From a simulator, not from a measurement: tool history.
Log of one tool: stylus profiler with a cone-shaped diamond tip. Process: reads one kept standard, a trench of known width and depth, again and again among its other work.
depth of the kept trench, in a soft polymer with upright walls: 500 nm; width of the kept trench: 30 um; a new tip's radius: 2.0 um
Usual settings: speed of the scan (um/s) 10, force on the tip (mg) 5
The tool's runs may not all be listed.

| run | hour | speed of the scan (um/s) | force on the tip (mg) | depth of the trench (angstrom) | width of the trench's floor (nm) |
|---|---|---|---|---|---|
| 1 | 0 | 10 | 5 | 5108.4 | 27150 |
| 2 | 41.5 | 10 | 5 | 5107.4 | 27130 |
| 3 | 60.4 | 10 | 5 | 5108.7 | 27170 |
| 4 | 89.6 | 10 | 5 | 5108.4 | 27100 |
| 5 | 130.6 | 10 | 14.46 | 5248.2 | 27130 |
| 6 | 160.1 | 10 | 14.46 | 5247.2 | 27130 |
| 7 | 185.1 | 10 | 14.46 | 5245.3 | 27150 |
| 8 | 215.7 | 3 | 5 | 5105.5 | 27110 |
| 9 | 233.7 | 3 | 5 | 5105.7 | 27140 |
| 10 | 274.6 | 15 | 5 | 5104.6 | 27110 |
| 11 | 293.1 | 15 | 5 | 5102.9 | 27130 |
| 12 | 319 | 10 | 5.55 | 5113.4 | 27100 |
| 13 | 338.2 | 10 | 3.09 | 5064.5 | 27050 |
| 14 | 368.6 | 10 | 5 | 5102.5 | 27110 |
| 15 | 409.5 | 8 | 5 | 5102.3 | 27110 |
| 16 | 450.5 | 8 | 5 | 5100.9 | 27080 |
| 17 | 469.4 | 10 | 5.28 | 5108.5 | 27110 |
| 18 | 510.7 | 10 | 9.65 | 5176.3 | 27120 |
| 19 | 533.9 | 3 | 2.57 | 5053.7 | 27080 |
| 20 | 572.1 | 8 | 2.54 | 5049.1 | 27050 |
| 21 | 612.8 | 8 | 2.54 | 5049 | 27070 |
| 22 | 653.9 | 37 | 2.11 | 5041.5 | 26790 |
| 23 | 692.5 | 37 | 2.11 | 5036.5 | 26860 |
| 24 | 723.1 | 37 | 2.11 | 5035.8 | 26830 |
| 25 | 758.4 | 26 | 6.2 | 5120.3 | 26970 |
|  | 769.5 | height scale calibrated on a step standard |
| 26 | 779.1 | 26 | 8.21 | 5188.6 | 26970 |
| 27 | 801.9 | 6 | 4.39 | 5123.7 | 26980 |
| 28 | 831.5 | 2 | 4.4 | 5123.6 | 27120 |
| 29 | 857 | 3 | 2.17 | 5075.9 | 27050 |
| 30 | 880.8 | 8 | 12.18 | 5245.9 | 27010 |
| 31 | 913.5 | 4 | 12.18 | 5242 | 27050 |
| 32 | 931.9 | 34 | 5 | 5134.3 | 26900 |
| 33 | 968.5 | 9 | 1.73 | 5063.1 | 26990 |
| 34 | 1008.8 | 9 | 1.73 | 5061.7 | 27030 |

4 ways to go on from here, each from the tool as it stands after run 34. What would each give?
| A | 1035.1 | 10 | 1.85 | ? | ? |
| B | 1035.1 | 10 | 2.67 | ? | ? |
| C | 1035.1 | 6 | 11.52 | ? | ? |
| D | 1035.1 | 12 | 13.03 | ? | ? |

| run | depth of the trench (angstrom) | width of the trench's floor (nm) |
|---|---|---|
| A | 5064.6 | 26980 |
| B | 5085.3 | 27000 |
| C | 5233.6 | 27030 |
| D | 5256 | 27070 |
Without the tool's hidden state the same runs would have given:
| run | depth of the trench (angstrom) | width of the trench's floor (nm) |
|---|---|---|
| A | 5069.2 | 27290 |
| B | 5090 | 27310 |
| C | 5238.5 | 27340 |
| D | 5260.9 | 27380 |

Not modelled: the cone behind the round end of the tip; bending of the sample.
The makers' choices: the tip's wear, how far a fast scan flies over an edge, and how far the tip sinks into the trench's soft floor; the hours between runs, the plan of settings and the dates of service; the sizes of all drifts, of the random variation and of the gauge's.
